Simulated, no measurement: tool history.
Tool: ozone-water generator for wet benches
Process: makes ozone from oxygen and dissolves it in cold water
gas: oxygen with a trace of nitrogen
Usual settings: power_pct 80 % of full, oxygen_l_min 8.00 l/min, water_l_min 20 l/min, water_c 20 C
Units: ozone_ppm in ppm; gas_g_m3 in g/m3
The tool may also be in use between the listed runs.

Run 1, day 0.000: usual settings. Result: ozone_ppm 17.4 ppm, gas_g_m3 141.3 g/m3.
Run 2, day 6.167: usual settings but water_c 15 C. Result: ozone_ppm 18.8 ppm, gas_g_m3 142.4 g/m3.
Run 3, day 11.929: usual settings. Result: ozone_ppm 17.3 ppm, gas_g_m3 141.5 g/m3.
Run 4, day 19.233: usual settings. Result: ozone_ppm 17.2 ppm, gas_g_m3 141.7 g/m3.
Run 5, day 23.067: usual settings. Result: ozone_ppm 17.0 ppm, gas_g_m3 140.6 g/m3.
Run 6, day 30.388: usual settings. Result: ozone_ppm 17.0 ppm, gas_g_m3 141.4 g/m3.
Run 7, day 37.508: usual settings. Result: ozone_ppm 16.9 ppm, gas_g_m3 139.4 g/m3.
Run 8, day 44.421: usual settings. Result: ozone_ppm 16.7 ppm, gas_g_m3 137.7 g/m3.
Run 9, day 48.738: usual settings. Result: ozone_ppm 16.7 ppm, gas_g_m3 138.2 g/m3.
Run 10, day 54.621: usual settings. Result: ozone_ppm 16.6 ppm, gas_g_m3 138.8 g/m3.
Run 11, day 62.250: usual settings. Result: ozone_ppm 16.5 ppm, gas_g_m3 138.6 g/m3.
Run 12, day 69.338: usual settings. Result: ozone_ppm 16.4 ppm, gas_g_m3 136.2 g/m3.
Run 13, day 75.738: usual settings. Result: ozone_ppm 16.0 ppm, gas_g_m3 136.3 g/m3.
Run 14, day 79.954: usual settings. Result: ozone_ppm 16.3 ppm, gas_g_m3 134.3 g/m3.
Run 15, day 85.567: usual settings but water_l_min 12 l/min. Result: ozone_ppm 21.8 ppm, gas_g_m3 137.2 g/m3.
Run 16, day 92.150: usual settings but oxygen_l_min 10.09 l/min. Result: ozone_ppm 15.8 ppm, gas_g_m3 122.9 g/m3.
Run 17, day 95.775: usual settings but water_c 15 C. Result: ozone_ppm 17.6 ppm, gas_g_m3 133.6 g/m3.
Run 18, day 99.262: usual settings but power_pct 74 % of full, oxygen_l_min 7.46 l/min, water_c 25 C. Result: ozone_ppm 13.7 ppm, gas_g_m3 130.9 g/m3.
Run 19, day 102.800: usual settings but power_pct 41 % of full, oxygen_l_min 8.87 l/min, water_l_min 23 l/min, water_c 14 C. Result: ozone_ppm 11.0 ppm, gas_g_m3 88.4 g/m3.
At day 109.275: water thermometer calibrated.
Run 20, day 109.275: usual settings but water_c 25 C. Result: ozone_ppm 14.3 ppm, gas_g_m3 132.0 g/m3.
Run 21, day 115.879: usual settings but water_c 25 C. Result: ozone_ppm 14.3 ppm, gas_g_m3 130.9 g/m3.
Run 22, day 119.592: usual settings but power_pct 91 % of full, water_c 25 C. Result: ozone_ppm 15.5 ppm, gas_g_m3 141.1 g/m3.
Run 23, day 123.588: usual settings but oxygen_l_min 12.81 l/min, water_l_min 21 l/min. Result: ozone_ppm 15.0 ppm, gas_g_m3 109.5 g/m3.
At day 124.808: electrodes of the discharge changed.
Run 24, day 130.192: usual settings but power_pct 94 % of full, oxygen_l_min 10.49 l/min, water_c 15 C. Result: ozone_ppm 23.7 ppm, gas_g_m3 163.2 g/m3.
Run 25, day 135.379: usual settings but power_pct 94 % of full, oxygen_l_min 14.39 l/min, water_c 25 C. Result: ozone_ppm 19.1 ppm, gas_g_m3 145.2 g/m3.
Run 26, day 140.196: usual settings but power_pct 72 % of full, oxygen_l_min 4.47 l/min, water_l_min 29 l/min, water_c 14 C. Result: ozone_ppm 12.5 ppm, gas_g_m3 189.5 g/m3.
Run 27, day 146.371: usual settings but power_pct 59 % of full, oxygen_l_min 4.40 l/min, water_l_min 30 l/min, water_c 13 C. Result: ozone_ppm 10.7 ppm, gas_g_m3 166.3 g/m3.
Run 28, day 151.483: usual settings but water_l_min 13 l/min, water_c 18 C. Result: ozone_ppm 25.8 ppm, gas_g_m3 161.9 g/m3.
Run 29, day 156.388: usual settings but power_pct 78 % of full, water_l_min 23 l/min, water_c 24 C. Result: ozone_ppm 15.8 ppm, gas_g_m3 158.5 g/m3.
Run 30, day 160.862: usual settings but power_pct 78 % of full, water_l_min 23 l/min, water_c 24 C. Result: ozone_ppm 15.5 ppm, gas_g_m3 156.5 g/m3.
Run 31, day 165.350: usual settings but power_pct 45 % of full, water_c 14 C. Result: ozone_ppm 14.2 ppm, gas_g_m3 110.2 g/m3.
Run 32, day 170.438: usual settings but power_pct 95 % of full, oxygen_l_min 7.46 l/min, water_c 22 C. Result: ozone_ppm 20.3 ppm, gas_g_m3 182.9 g/m3.
Run 33, day 178.200: usual settings but water_c 21 C. Result: ozone_ppm 18.1 ppm, gas_g_m3 158.7 g/m3.

Forecast each of these 3 alternatives for the next run:
Run A, day 184.342: usual settings but power_pct 84 % of full, water_l_min 24 l/min, water_c 18 C. Result: ozone_ppm ?, gas_g_m3 ?.
Run B, day 184.342: usual settings but water_l_min 18 l/min, water_c 15 C. Result: ozone_ppm ?, gas_g_m3 ?.
Run C, day 184.342: usual settings but oxygen_l_min 11.89 l/min, water_l_min 13 l/min, water_c 25 C. Result: ozone_ppm ?, gas_g_m3 ?.

run  ozone_ppm  gas_g_m3
  A       17.2     164.5
  B       21.9     157.6
  C       20.6     135.6
Without the tool's hidden state the same runs would have given:
run  ozone_ppm  gas_g_m3
  A       19.4     170.5
  B       24.5     163.3
  C       22.7     140.5

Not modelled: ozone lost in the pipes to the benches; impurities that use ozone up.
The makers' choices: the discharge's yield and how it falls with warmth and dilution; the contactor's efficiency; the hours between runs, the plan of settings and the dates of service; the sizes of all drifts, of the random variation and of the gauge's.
